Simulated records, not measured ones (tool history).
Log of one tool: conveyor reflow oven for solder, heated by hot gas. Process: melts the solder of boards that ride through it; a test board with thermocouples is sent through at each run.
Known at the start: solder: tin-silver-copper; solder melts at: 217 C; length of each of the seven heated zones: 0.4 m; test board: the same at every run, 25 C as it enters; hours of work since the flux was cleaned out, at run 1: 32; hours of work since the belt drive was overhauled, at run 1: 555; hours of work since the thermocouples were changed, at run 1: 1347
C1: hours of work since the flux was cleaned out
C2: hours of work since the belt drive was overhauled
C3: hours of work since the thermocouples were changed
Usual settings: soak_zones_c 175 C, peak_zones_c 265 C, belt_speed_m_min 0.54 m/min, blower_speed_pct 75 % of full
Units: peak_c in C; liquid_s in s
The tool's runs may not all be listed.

{"run": 1, "hour": 0.0, "soak_zones_c": 175, "peak_zones_c": 265, "belt_speed_m_min": 0.54, "blower_speed_pct": 75, "C1": 32, "C2": 555, "C3": 1347, "peak_c": 246.5, "liquid_s": 63.5}
{"run": 2, "hour": 29.1, "soak_zones_c": 175, "peak_zones_c": 265, "belt_speed_m_min": 0.54, "blower_speed_pct": 75, "C1": 51, "C2": 575, "C3": 1367, "peak_c": 246.5, "liquid_s": 63.6}
{"run": 3, "hour": 66.3, "soak_zones_c": 175, "peak_zones_c": 265, "belt_speed_m_min": 0.54, "blower_speed_pct": 67, "C1": 76, "C2": 600, "C3": 1392, "peak_c": 244.6, "liquid_s": 62.2}
{"run": 4, "hour": 112.1, "soak_zones_c": 175, "peak_zones_c": 265, "belt_speed_m_min": 0.54, "blower_speed_pct": 67, "C1": 107, "C2": 631, "C3": 1423, "peak_c": 245.5, "liquid_s": 61.1}
{"run": 5, "hour": 150.1, "soak_zones_c": 175, "peak_zones_c": 265, "belt_speed_m_min": 0.54, "blower_speed_pct": 67, "C1": 133, "C2": 657, "C3": 1449, "peak_c": 244.8, "liquid_s": 61.2}
{"run": 6, "hour": 180.4, "soak_zones_c": 175, "peak_zones_c": 265, "belt_speed_m_min": 0.54, "blower_speed_pct": 67, "C1": 154, "C2": 677, "C3": 1469, "peak_c": 244.1, "liquid_s": 60.5}
{"hour": 205.4, "done": "thermocouples of zones 6 and 7 changed"}
{"run": 7, "hour": 234.8, "soak_zones_c": 175, "peak_zones_c": 265, "belt_speed_m_min": 0.54, "blower_speed_pct": 67, "C1": 189, "C2": 712, "C3": 20, "peak_c": 248.3, "liquid_s": 64.3}
{"hour": 293.5, "done": "belt drive overhauled, speed set with a stopwatch"}
{"run": 8, "hour": 294.2, "soak_zones_c": 175, "peak_zones_c": 265, "belt_speed_m_min": 0.54, "blower_speed_pct": 67, "C1": 226, "C2": 0, "C3": 57, "peak_c": 248.9, "liquid_s": 62.2}
{"run": 9, "hour": 362.4, "soak_zones_c": 175, "peak_zones_c": 265, "belt_speed_m_min": 0.467, "blower_speed_pct": 67, "C1": 272, "C2": 47, "C3": 103, "peak_c": 252.5, "liquid_s": 78.5}
{"hour": 372.4, "done": "flux residue cleaned out of gas plates and filters"}
{"run": 10, "hour": 405.9, "soak_zones_c": 175, "peak_zones_c": 265, "belt_speed_m_min": 0.467, "blower_speed_pct": 67, "C1": 23, "C2": 73, "C3": 129, "peak_c": 250.8, "liquid_s": 78.2}
{"run": 11, "hour": 469.2, "soak_zones_c": 175, "peak_zones_c": 265, "belt_speed_m_min": 0.54, "blower_speed_pct": 79, "C1": 65, "C2": 115, "C3": 172, "peak_c": 248.1, "liquid_s": 63.9}
{"run": 12, "hour": 516.5, "soak_zones_c": 175, "peak_zones_c": 265, "belt_speed_m_min": 0.54, "blower_speed_pct": 79, "C1": 97, "C2": 147, "C3": 204, "peak_c": 248.5, "liquid_s": 63.7}
{"hour": 541.4, "done": "flux residue cleaned out of gas plates and filters, once more"}
{"run": 13, "hour": 571.8, "soak_zones_c": 175, "peak_zones_c": 265, "belt_speed_m_min": 0.54, "blower_speed_pct": 79, "C1": 21, "C2": 181, "C3": 238, "peak_c": 251.6, "liquid_s": 67}
{"run": 14, "hour": 608.6, "soak_zones_c": 175, "peak_zones_c": 265, "belt_speed_m_min": 0.635, "blower_speed_pct": 87, "C1": 45, "C2": 206, "C3": 263, "peak_c": 248.3, "liquid_s": 53.2}
{"run": 15, "hour": 648.0, "soak_zones_c": 170, "peak_zones_c": 254, "belt_speed_m_min": 0.54, "blower_speed_pct": 51, "C1": 72, "C2": 233, "C3": 289, "peak_c": 233.5, "liquid_s": 42}
{"run": 16, "hour": 716.7, "soak_zones_c": 181, "peak_zones_c": 269, "belt_speed_m_min": 0.574, "blower_speed_pct": 81, "C1": 118, "C2": 279, "C3": 336, "peak_c": 253.6, "liquid_s": 67}
{"run": 17, "hour": 761.8, "soak_zones_c": 172, "peak_zones_c": 265, "belt_speed_m_min": 0.54, "blower_speed_pct": 75, "C1": 149, "C2": 310, "C3": 366, "peak_c": 249.2, "liquid_s": 63.9}
{"run": 18, "hour": 794.9, "soak_zones_c": 172, "peak_zones_c": 272, "belt_speed_m_min": 0.54, "blower_speed_pct": 75, "C1": 171, "C2": 332, "C3": 389, "peak_c": 255, "liquid_s": 69.1}
{"run": 19, "hour": 865.0, "soak_zones_c": 172, "peak_zones_c": 272, "belt_speed_m_min": 0.54, "blower_speed_pct": 75, "C1": 219, "C2": 379, "C3": 436, "peak_c": 255.5, "liquid_s": 67.9}
{"run": 20, "hour": 895.6, "soak_zones_c": 172, "peak_zones_c": 272, "belt_speed_m_min": 0.54, "blower_speed_pct": 75, "C1": 239, "C2": 400, "C3": 457, "peak_c": 254.3, "liquid_s": 68.1}
{"run": 21, "hour": 955.3, "soak_zones_c": 167, "peak_zones_c": 265, "belt_speed_m_min": 0.493, "blower_speed_pct": 75, "C1": 280, "C2": 440, "C3": 497, "peak_c": 249.6, "liquid_s": 69.5}
{"hour": 974.2, "done": "flux residue cleaned out of gas plates and filters"}
{"run": 22, "hour": 1016.9, "soak_zones_c": 167, "peak_zones_c": 265, "belt_speed_m_min": 0.493, "blower_speed_pct": 75, "C1": 29, "C2": 478, "C3": 535, "peak_c": 250.6, "liquid_s": 70.3}
{"run": 23, "hour": 1076.9, "soak_zones_c": 161, "peak_zones_c": 265, "belt_speed_m_min": 0.599, "blower_speed_pct": 75, "C1": 69, "C2": 519, "C3": 576, "peak_c": 243.1, "liquid_s": 48.2}
{"run": 24, "hour": 1105.8, "soak_zones_c": 175, "peak_zones_c": 278, "belt_speed_m_min": 0.54, "blower_speed_pct": 75, "C1": 89, "C2": 538, "C3": 595, "peak_c": 260.7, "liquid_s": 73.6}
{"run": 25, "hour": 1164.9, "soak_zones_c": 175, "peak_zones_c": 278, "belt_speed_m_min": 0.54, "blower_speed_pct": 75, "C1": 129, "C2": 578, "C3": 635, "peak_c": 260.7, "liquid_s": 73.1}
{"run": 26, "hour": 1204.1, "soak_zones_c": 175, "peak_zones_c": 265, "belt_speed_m_min": 0.464, "blower_speed_pct": 61, "C1": 155, "C2": 605, "C3": 662, "peak_c": 250.1, "liquid_s": 76.7}

Forecast each of these 3 alternatives for the next run:
{"run": "A", "hour": 1241.4, "soak_zones_c": 188, "peak_zones_c": 273, "belt_speed_m_min": 0.531, "blower_speed_pct": 61, "C1": 180, "C2": 630, "C3": 687, "peak_c": "?", "liquid_s": "?"}
{"run": "B", "hour": 1241.4, "soak_zones_c": 169, "peak_zones_c": 265, "belt_speed_m_min": 0.529, "blower_speed_pct": 61, "C1": 180, "C2": 630, "C3": 687, "peak_c": "?", "liquid_s": "?"}
{"run": "C", "hour": 1241.4, "soak_zones_c": 175, "peak_zones_c": 270, "belt_speed_m_min": 0.501, "blower_speed_pct": 86, "C1": 180, "C2": 630, "C3": 687, "peak_c": "?", "liquid_s": "?"}

run=A peak_c=255.1 liquid_s=76.8
run=B peak_c=245.3 liquid_s=57.7
run=C peak_c=257.6 liquid_s=78.2
Without the tool's hidden state the same runs would have given:
run=A peak_c=258 liquid_s=78.4
run=B peak_c=248.3 liquid_s=60.5
run=C peak_c=260.7 liquid_s=79.9
